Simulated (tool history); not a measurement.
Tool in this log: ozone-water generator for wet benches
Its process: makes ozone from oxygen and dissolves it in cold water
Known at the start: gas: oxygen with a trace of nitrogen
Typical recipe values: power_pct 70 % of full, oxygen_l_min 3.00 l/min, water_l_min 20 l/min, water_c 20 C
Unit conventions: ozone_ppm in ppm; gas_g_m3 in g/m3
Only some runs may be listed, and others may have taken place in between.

run    hour  power_pct  oxygen_l_min  water_l_min  water_c  ozone_ppm  gas_g_m3
  1     0.0         70          3.00           20       20      11.54     196.8
  2    47.3         70          3.00           20       15      12.20     198.9
  3   132.3         70          3.00           20       15      12.06     200.7
  4   215.1         70          3.00           20       15      12.13     197.4
  5   269.7         70          3.00           20       15      12.14     197.6
  6   374.5         70          3.00           20       15      12.05     201.1
  7   484.4         70          3.00           20       15      12.14     199.2
  8   561.8         70          3.00           20       20      11.63     198.4
  9   611.9         70          3.00           20       20      11.59     195.9
 10   662.4         70          3.00           20       20      11.57     197.4
 11   744.9         70          3.00           20       20      11.46     199.2
 12   831.1         41          3.00           20       20       8.53     145.8
 13   902.6         82          3.00           20       20      12.56     218.8
 14   967.5         82          3.00           20       20      12.53     219.2
 15  1017.2         70          4.62           20       20      13.02     172.8
 16  1113.3         70          4.62           20       20      12.78     173.0
 17  1188.9         70          4.62           20       20      13.08     173.3
 18  1299.5         70          4.62           20       20      13.01     172.0
 19  1404.2         70          3.00           13       13      18.79     198.8
 20  1483.9         70          3.00           13       13      18.72     203.7
 21  1543.9         72          1.77           14       20      13.85     244.5
 22  1625.5         70          1.97           13       24      14.53     235.1
 23  1711.1         75          3.00           18       20      13.19     210.5
 24  1808.9         75          3.00           18       20      13.20     210.9
 25  1910.2         70          3.00           16       19      14.37     201.3
 26  1993.4         63          4.01           16       15      15.42     172.7
 27  2090.1         59          4.26           20       20      11.63     163.3
 28  2153.3         59          4.26           29       20       8.04     164.6
 29  2214.5         81          2.71           22       12      11.82     227.1
 30  2296.9         84          2.24           27       19       8.37     244.1
 31  2381.2         84          4.41           27       19      10.97     191.9
 32  2430.3         61          3.00           13       17      16.31     180.3
 33  2497.7         55          1.55           14       18      11.56     215.1
 34  2574.0         55          1.55           14       18      11.52     214.4

Missing from the log above: 2 entries noted between runs. For each, name the pair of listed runs it sits between and say how the tool's hidden condition differs from the listed run just before to the listed run just after:
After run 11, before run 12: water thermometer calibrated (hour 786.8)
  drift of the gauge itself on gas_g_m3, %: 0.94 -> 1.05
  measured minus no-state result, gas_g_m3: +1.6 -> +1.4 g/m3
After run 29, before run 30: gauge calibrated (hour 2227.2)
  yield of the discharge, % of new electrodes': 99.9 -> 99.8; drift of the gauge itself on gas_g_m3, %: 2.81 -> 0.09
  measured minus no-state result, gas_g_m3: +5.9 -> -0.1 g/m3
